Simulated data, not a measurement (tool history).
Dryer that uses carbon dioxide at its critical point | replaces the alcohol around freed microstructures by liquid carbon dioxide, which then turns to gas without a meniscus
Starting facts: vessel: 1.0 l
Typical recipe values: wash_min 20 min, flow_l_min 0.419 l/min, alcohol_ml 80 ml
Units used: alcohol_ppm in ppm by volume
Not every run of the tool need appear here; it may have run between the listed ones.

run,hour,wash_min,flow_l_min,alcohol_ml,alcohol_ppm
1,0.0,20,0.419,80,358
2,32.3,20,0.419,80,367
3,78.0,20,0.419,80,399
4,121.8,20,0.419,80,422
5,159.9,20,0.253,80,3066
6,226.5,20,0.253,80,3268
7,270.7,20,0.253,80,3267
8,318.1,20,0.419,80,524
# hour 341.4: inlet filter changed
9,361.7,19,0.419,80,439
10,420.7,19,0.419,80,451
# hour 427.4: purifier's bed changed
11,463.2,20,0.375,80,438
12,500.2,20,0.375,80,457
13,560.9,20,0.375,80,500
14,612.8,20,0.375,80,520
15,660.8,20,0.375,80,565
16,719.7,20,0.419,80,356
17,777.5,20,0.419,80,388
18,846.6,20,0.419,80,427
# hour 854.1: inlet filter changed
19,906.2,20,0.419,97,330
20,955.8,20,0.419,97,365
21,1007.7,23,0.469,97,143
22,1058.4,19,0.299,54,1257
23,1086.8,20,0.419,51,260
24,1124.0,18,0.370,60,793
25,1182.5,15,0.550,74,384
26,1214.1,32,0.492,80,132
27,1259.8,21,0.334,98,1172
28,1304.5,28,0.295,115,724
29,1349.8,20,0.710,82,148
# hour 1365.1: inlet filter changed
30,1390.0,28,0.419,35,149
31,1450.7,28,0.419,35,169
32,1504.0,28,0.419,35,173
33,1547.2,25,0.419,58,211
34,1588.9,25,0.620,43,173
35,1626.6,24,0.419,32,218
# hour 1694.5: purifier's bed changed
36,1697.0,20,0.701,80,15
37,1736.3,23,0.419,80,150
38,1788.2,30,0.419,57,40
39,1836.9,27,0.290,68,510

Forecast each of these 4 alternatives for the next run:
# hour 1880.8: inlet filter changed
A,1902.8,27,0.290,64,?
# hour 1880.8: inlet filter changed
B,1902.8,20,0.276,80,?
# hour 1880.8: inlet filter changed
C,1902.8,28,0.523,28,?
# hour 1880.8: inlet filter changed
D,1902.8,17,0.419,114,?

run,alcohol_ppm
A,281
B,1697
C,42
D,734
Had the tool no hidden state, the same runs would have come out as:
run,alcohol_ppm
A,237
B,1604
C,12
D,668
